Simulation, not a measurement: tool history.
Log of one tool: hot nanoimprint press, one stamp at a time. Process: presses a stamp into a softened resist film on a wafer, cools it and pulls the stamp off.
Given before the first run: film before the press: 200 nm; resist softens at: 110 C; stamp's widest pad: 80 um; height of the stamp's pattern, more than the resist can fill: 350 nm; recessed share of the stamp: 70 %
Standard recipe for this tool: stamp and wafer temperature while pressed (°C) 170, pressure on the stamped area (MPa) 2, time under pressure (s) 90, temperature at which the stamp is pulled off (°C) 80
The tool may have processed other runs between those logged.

run   hour  stamp and wafer temperature while pressed (°C)  pressure on the stamped area (MPa)  time under pressure (s)  temperature at which the stamp is pulled off (°C)  resist left under the stamp's widest pad (angstrom)  greatest force while the stamp is pulled off (N)
  1      0                                             170                                   2                       90                                                 80                                                  744                                               189
  2    9.1                                             170                                1.88                       90                                                 80                                                  759                                               198
  3   15.5                                             170                                1.88                       90                                                 80                                                  778                                               205
  4   22.4                                             170                                   2                       90                                                 80                                                  743                                               199
  5   31.2                                             170                                   2                       90                                                 80                                                  744                                               199
  6   39.8                                             170                                   2                       90                                                 80                                                  752                                               200
  7     46                                             170                                   2                       90                                                 80                                                  760                                               192
  8   52.3                                             170                                   2                       90                                                 80                                                  748                                               196
  9   58.8                                             170                                   2                       90                                                 80                                                  756                                               205
      62.8  -- plate thermocouple calibrated
 10   72.8                                             161                                1.85                      125                                                 86                                                 1086                                               184
 11   81.6                                             166                                   2                       46                                                 80                                                 1169                                               204
 12   89.1                                             166                                   2                       46                                                 80                                                 1151                                               217
     100.1  -- plate thermocouple calibrated, once more
 13  103.4                                             170                                1.52                       90                                                 80                                                  824                                               211

Alternative continuations, all from the tool just after run 13; predict every row:
  A  110.7                                             170                                1.72                      116                                                 77                                                    ?                                                 ?
  B  110.7                                             167                                1.97                       90                                                 70                                                    ?                                                 ?
  C  110.7                                             170                                1.52                       63                                                 80                                                    ?                                                 ?

run  resist left under the stamp's widest pad (angstrom)  greatest force while the stamp is pulled off (N)
  A                                                  704                                               222
  B                                                  836                                               236
  C                                                  942                                               205
Had the tool no hidden state, the same runs would have come out as:
run  resist left under the stamp's widest pad (angstrom)  greatest force while the stamp is pulled off (N)
  A                                                  698                                               192
  B                                                  829                                               205
  C                                                  935                                               177
